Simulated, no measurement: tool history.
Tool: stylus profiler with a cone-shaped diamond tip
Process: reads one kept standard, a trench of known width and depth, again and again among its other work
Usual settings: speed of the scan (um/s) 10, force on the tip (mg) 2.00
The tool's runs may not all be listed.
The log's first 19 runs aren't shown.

run,hour,speed of the scan (um/s),force on the tip (mg),scans with this tip,hours of work since the height scale was calibrated,depth of the trench (nm),width of the trench's floor (nm)
20,981.7,3,2.00,5350,695,1010.25,16540
21,1031.6,6,4.25,5541,720,1016.66,16550
22,1099.4,14,1.49,5802,754,1007.82,16460
23,1153.5,14,2.50,6009,781,1011.44,16490
24,1187.5,14,2.50,6139,798,1012.18,16480
25,1259.7,26,1.21,6416,834,1006.98,16360
26,1306.1,26,2.57,6595,857,1012.32,16430
27,1379.6,24,5.59,6876,893,1020.12,16440
28,1434.9,8,2.13,7089,921,1010.40,16440
29,1481.0,17,4.10,7266,944,1016.21,16450
30,1529.3,6,1.07,7451,968,1006.81,16520
31,1594.6,9,4.82,7701,1000,1017.85,16460
32,1635.2,9,1.68,7857,1021,1009.02,16460
33,1678.8,9,1.68,8024,1042,1008.37,16470
34,1744.7,14,2.13,8277,1075,1009.80,16500
35,1817.0,4,2.13,8554,1111,1010.59,16490
36,1878.1,4,2.13,8789,1142,1010.26,16540
37,1937.2,2,4.90,9016,1171,1018.32,16510
38,1986.6,2,4.90,9205,1196,1018.56,16570
39,2034.6,28,4.90,9389,1220,1018.52,16460
40,2106.7,5,2.59,9666,1256,1011.66,16530

Forecast each of these 5 alternatives for the next run:
A,2174.9,3,3.70,9927,1290,?,?
B,2174.9,5,5.09,9927,1290,?,?
C,2174.9,7,3.17,9927,1290,?,?
D,2174.9,4,0.70,9927,1290,?,?
E,2174.9,28,1.15,9927,1290,?,?

run,depth of the trench (nm),width of the trench's floor (nm)
A,1014.91,16560
B,1018.62,16480
C,1013.52,16500
D,1004.93,16570
E,1006.85,16260
Without the tool's hidden state the same runs would have given:
run,depth of the trench (nm),width of the trench's floor (nm)
A,1014.93,16570
B,1018.64,16490
C,1013.54,16510
D,1004.96,16570
E,1006.88,16270
